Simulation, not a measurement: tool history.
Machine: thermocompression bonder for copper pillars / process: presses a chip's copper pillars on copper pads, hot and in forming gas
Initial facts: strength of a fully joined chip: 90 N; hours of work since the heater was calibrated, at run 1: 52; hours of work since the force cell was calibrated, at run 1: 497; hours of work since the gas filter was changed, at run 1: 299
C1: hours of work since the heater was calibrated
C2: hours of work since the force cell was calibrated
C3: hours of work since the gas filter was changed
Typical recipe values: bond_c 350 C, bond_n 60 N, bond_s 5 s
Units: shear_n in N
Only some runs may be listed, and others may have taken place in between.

{"run": 1, "hour": 0.0, "bond_c": 350, "bond_n": 60, "bond_s": 5, "C1": 52, "C2": 497, "C3": 299, "shear_n": 47.4}
{"run": 2, "hour": 8.5, "bond_c": 350, "bond_n": 44, "bond_s": 5, "C1": 58, "C2": 503, "C3": 305, "shear_n": 38.1}
{"hour": 15.6, "done": "forming gas filter changed"}
{"run": 3, "hour": 26.7, "bond_c": 350, "bond_n": 41, "bond_s": 5, "C1": 71, "C2": 517, "C3": 8, "shear_n": 39.3}
{"run": 4, "hour": 34.3, "bond_c": 350, "bond_n": 71, "bond_s": 5, "C1": 77, "C2": 522, "C3": 14, "shear_n": 55.5}
{"run": 5, "hour": 44.7, "bond_c": 337, "bond_n": 71, "bond_s": 5, "C1": 85, "C2": 530, "C3": 22, "shear_n": 51.8}
{"run": 6, "hour": 62.4, "bond_c": 337, "bond_n": 71, "bond_s": 5, "C1": 98, "C2": 543, "C3": 35, "shear_n": 50.0}
{"run": 7, "hour": 78.2, "bond_c": 337, "bond_n": 71, "bond_s": 5, "C1": 110, "C2": 555, "C3": 47, "shear_n": 51.0}
{"run": 8, "hour": 87.9, "bond_c": 337, "bond_n": 71, "bond_s": 5, "C1": 117, "C2": 563, "C3": 54, "shear_n": 50.7}
{"run": 9, "hour": 103.2, "bond_c": 337, "bond_n": 71, "bond_s": 6, "C1": 129, "C2": 574, "C3": 66, "shear_n": 53.0}
{"run": 10, "hour": 111.7, "bond_c": 323, "bond_n": 60, "bond_s": 5, "C1": 135, "C2": 580, "C3": 72, "shear_n": 40.7}
{"run": 11, "hour": 123.9, "bond_c": 370, "bond_n": 60, "bond_s": 5, "C1": 144, "C2": 590, "C3": 81, "shear_n": 55.9}
{"run": 12, "hour": 136.3, "bond_c": 370, "bond_n": 60, "bond_s": 5, "C1": 154, "C2": 599, "C3": 91, "shear_n": 56.5}
{"run": 13, "hour": 147.9, "bond_c": 370, "bond_n": 60, "bond_s": 5, "C1": 162, "C2": 608, "C3": 99, "shear_n": 56.6}
{"run": 14, "hour": 158.6, "bond_c": 370, "bond_n": 60, "bond_s": 5, "C1": 170, "C2": 616, "C3": 107, "shear_n": 56.2}
{"run": 15, "hour": 171.4, "bond_c": 350, "bond_n": 60, "bond_s": 7, "C1": 180, "C2": 625, "C3": 117, "shear_n": 54.2}
{"run": 16, "hour": 183.3, "bond_c": 350, "bond_n": 53, "bond_s": 5, "C1": 189, "C2": 634, "C3": 126, "shear_n": 44.8}
{"run": 17, "hour": 195.5, "bond_c": 350, "bond_n": 60, "bond_s": 5, "C1": 198, "C2": 643, "C3": 135, "shear_n": 48.8}
{"run": 18, "hour": 206.6, "bond_c": 350, "bond_n": 60, "bond_s": 5, "C1": 206, "C2": 652, "C3": 143, "shear_n": 49.3}
{"run": 19, "hour": 219.5, "bond_c": 350, "bond_n": 60, "bond_s": 5, "C1": 216, "C2": 661, "C3": 153, "shear_n": 48.6}
{"run": 20, "hour": 235.2, "bond_c": 350, "bond_n": 60, "bond_s": 5, "C1": 228, "C2": 673, "C3": 165, "shear_n": 49.8}
{"run": 21, "hour": 244.3, "bond_c": 360, "bond_n": 55, "bond_s": 6, "C1": 235, "C2": 680, "C3": 172, "shear_n": 52.2}
{"run": 22, "hour": 252.0, "bond_c": 360, "bond_n": 55, "bond_s": 7, "C1": 240, "C2": 686, "C3": 177, "shear_n": 55.0}
{"run": 23, "hour": 267.7, "bond_c": 343, "bond_n": 42, "bond_s": 3, "C1": 252, "C2": 697, "C3": 189, "shear_n": 29.5}
{"run": 24, "hour": 277.3, "bond_c": 338, "bond_n": 83, "bond_s": 11, "C1": 259, "C2": 705, "C3": 196, "shear_n": 66.5}
{"run": 25, "hour": 294.1, "bond_c": 338, "bond_n": 62, "bond_s": 3, "C1": 272, "C2": 717, "C3": 209, "shear_n": 37.9}
{"run": 26, "hour": 304.0, "bond_c": 357, "bond_n": 67, "bond_s": 10, "C1": 279, "C2": 725, "C3": 216, "shear_n": 64.4}
{"run": 27, "hour": 321.0, "bond_c": 357, "bond_n": 67, "bond_s": 10, "C1": 292, "C2": 737, "C3": 229, "shear_n": 65.0}
{"hour": 335.7, "done": "force cell calibrated"}
{"run": 28, "hour": 339.8, "bond_c": 369, "bond_n": 67, "bond_s": 7, "C1": 305, "C2": 3, "C3": 242, "shear_n": 61.3}
{"run": 29, "hour": 351.8, "bond_c": 339, "bond_n": 41, "bond_s": 12, "C1": 314, "C2": 12, "C3": 251, "shear_n": 44.5}
{"run": 30, "hour": 367.3, "bond_c": 359, "bond_n": 81, "bond_s": 5, "C1": 326, "C2": 24, "C3": 263, "shear_n": 58.3}
{"run": 31, "hour": 383.5, "bond_c": 345, "bond_n": 81, "bond_s": 4, "C1": 338, "C2": 36, "C3": 275, "shear_n": 50.3}
{"run": 32, "hour": 391.1, "bond_c": 361, "bond_n": 74, "bond_s": 13, "C1": 344, "C2": 42, "C3": 281, "shear_n": 69.8}
{"run": 33, "hour": 401.4, "bond_c": 361, "bond_n": 74, "bond_s": 6, "C1": 351, "C2": 49, "C3": 288, "shear_n": 57.8}
{"run": 34, "hour": 418.6, "bond_c": 354, "bond_n": 74, "bond_s": 5, "C1": 364, "C2": 62, "C3": 301, "shear_n": 53.4}
{"run": 35, "hour": 426.3, "bond_c": 329, "bond_n": 42, "bond_s": 9, "C1": 370, "C2": 68, "C3": 307, "shear_n": 37.5}
{"hour": 432.3, "done": "forming gas filter changed"}
{"run": 36, "hour": 438.1, "bond_c": 329, "bond_n": 42, "bond_s": 9, "C1": 379, "C2": 76, "C3": 4, "shear_n": 39.7}
{"run": 37, "hour": 453.2, "bond_c": 347, "bond_n": 61, "bond_s": 6, "C1": 390, "C2": 88, "C3": 16, "shear_n": 50.4}
{"run": 38, "hour": 468.8, "bond_c": 346, "bond_n": 67, "bond_s": 9, "C1": 402, "C2": 99, "C3": 27, "shear_n": 59.8}
{"run": 39, "hour": 478.9, "bond_c": 377, "bond_n": 60, "bond_s": 7, "C1": 409, "C2": 107, "C3": 35, "shear_n": 62.1}
{"run": 40, "hour": 486.8, "bond_c": 377, "bond_n": 60, "bond_s": 7, "C1": 415, "C2": 113, "C3": 41, "shear_n": 62.4}

The logged runs with the hidden state left out (each run's random variation unchanged):
The tool's hidden condition here consists of: true temperature of the bond over the reading, C; force that reaches the chip, % of what is set; oxide that the forming gas leaves, % of the face; drift of the gauge itself on shear_n, %.
run=1 shear_n=48.9
run=2 shear_n=39.2
run=3 shear_n=38.2
run=4 shear_n=54.2
run=5 shear_n=50.7
run=6 shear_n=49.0
run=7 shear_n=50.1
run=8 shear_n=49.8
run=9 shear_n=52.3
run=10 shear_n=40.0
run=11 shear_n=55.4
run=12 shear_n=56.0
run=13 shear_n=56.2
run=14 shear_n=55.8
run=15 shear_n=54.0
run=16 shear_n=44.5
run=17 shear_n=48.6
run=18 shear_n=49.2
run=19 shear_n=48.6
run=20 shear_n=49.9
run=21 shear_n=52.5
run=22 shear_n=55.3
run=23 shear_n=29.5
run=24 shear_n=67.7
run=25 shear_n=38.2
run=26 shear_n=65.7
run=27 shear_n=66.5
run=28 shear_n=64.9
run=29 shear_n=47.4
run=30 shear_n=62.0
run=31 shear_n=53.7
run=32 shear_n=74.2
run=33 shear_n=61.7
run=34 shear_n=57.3
run=35 shear_n=40.4
run=36 shear_n=40.5
run=37 shear_n=51.3
run=38 shear_n=60.8
run=39 shear_n=63.1
run=40 shear_n=63.5
